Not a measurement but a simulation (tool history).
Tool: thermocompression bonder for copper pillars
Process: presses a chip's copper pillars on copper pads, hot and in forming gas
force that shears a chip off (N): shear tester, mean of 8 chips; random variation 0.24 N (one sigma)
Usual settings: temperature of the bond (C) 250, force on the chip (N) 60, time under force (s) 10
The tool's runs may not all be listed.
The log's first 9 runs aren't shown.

| run | hour | temperature of the bond (C) | force on the chip (N) | time under force (s) | hours of work since the heater was calibrated | hours of work since the force cell was calibrated | hours of work since the gas filter was changed | force that shears a chip off (N) |
|---|---|---|---|---|---|---|---|---|
| 10 | 111.3 | 250 | 42 | 10 | 739 | 381 | 206 | 27.3 |
| 11 | 119.5 | 250 | 60 | 10 | 744 | 386 | 210 | 36.9 |
| 12 | 127.7 | 250 | 60 | 10 | 748 | 390 | 215 | 37.1 |
|  | 135.8 | forming gas filter changed |
| 13 | 142.7 | 250 | 38 | 10 | 756 | 398 | 4 | 24.6 |
| 14 | 157.5 | 250 | 38 | 14 | 765 | 406 | 12 | 28.4 |
| 15 | 166.3 | 250 | 64 | 14 | 769 | 411 | 17 | 44.2 |
| 16 | 180.7 | 250 | 64 | 14 | 777 | 419 | 25 | 44.1 |
| 17 | 194.6 | 250 | 64 | 14 | 785 | 427 | 32 | 44.2 |
| 18 | 206.2 | 250 | 64 | 14 | 791 | 433 | 38 | 43.9 |
| 19 | 217.7 | 250 | 53 | 10 | 797 | 439 | 45 | 33.6 |
| 20 | 230.7 | 250 | 53 | 10 | 805 | 446 | 52 | 33.6 |
| 21 | 236.8 | 239 | 58 | 17 | 808 | 450 | 55 | 37.2 |
| 22 | 251.5 | 250 | 85 | 23 | 816 | 458 | 63 | 60.8 |
| 23 | 257.8 | 267 | 60 | 10 | 819 | 461 | 67 | 46.9 |
| 24 | 270.8 | 272 | 74 | 10 | 826 | 468 | 74 | 57.2 |
| 25 | 278.1 | 272 | 74 | 10 | 830 | 472 | 78 | 57.3 |
| 26 | 284.5 | 251 | 48 | 17 | 834 | 476 | 81 | 38.3 |
| 27 | 294.1 | 223 | 56 | 23 | 839 | 481 | 87 | 31.1 |
| 28 | 304.7 | 241 | 54 | 15 | 845 | 487 | 92 | 34.6 |
| 29 | 316.0 | 228 | 85 | 14 | 851 | 493 | 99 | 39.7 |
| 30 | 322.5 | 250 | 72 | 27 | 855 | 497 | 102 | 58.7 |
| 31 | 335.7 | 259 | 76 | 11 | 862 | 504 | 109 | 51.9 |

Forecast run 32:
| 32 | 347.8 | 259 | 76 | 11 | 869 | 511 | 116 | ? |

{"run 32": {"force that shears a chip off (N)": 51.7}}
Without the tool's hidden state the same run would have given force that shears a chip off (N) 51.7.
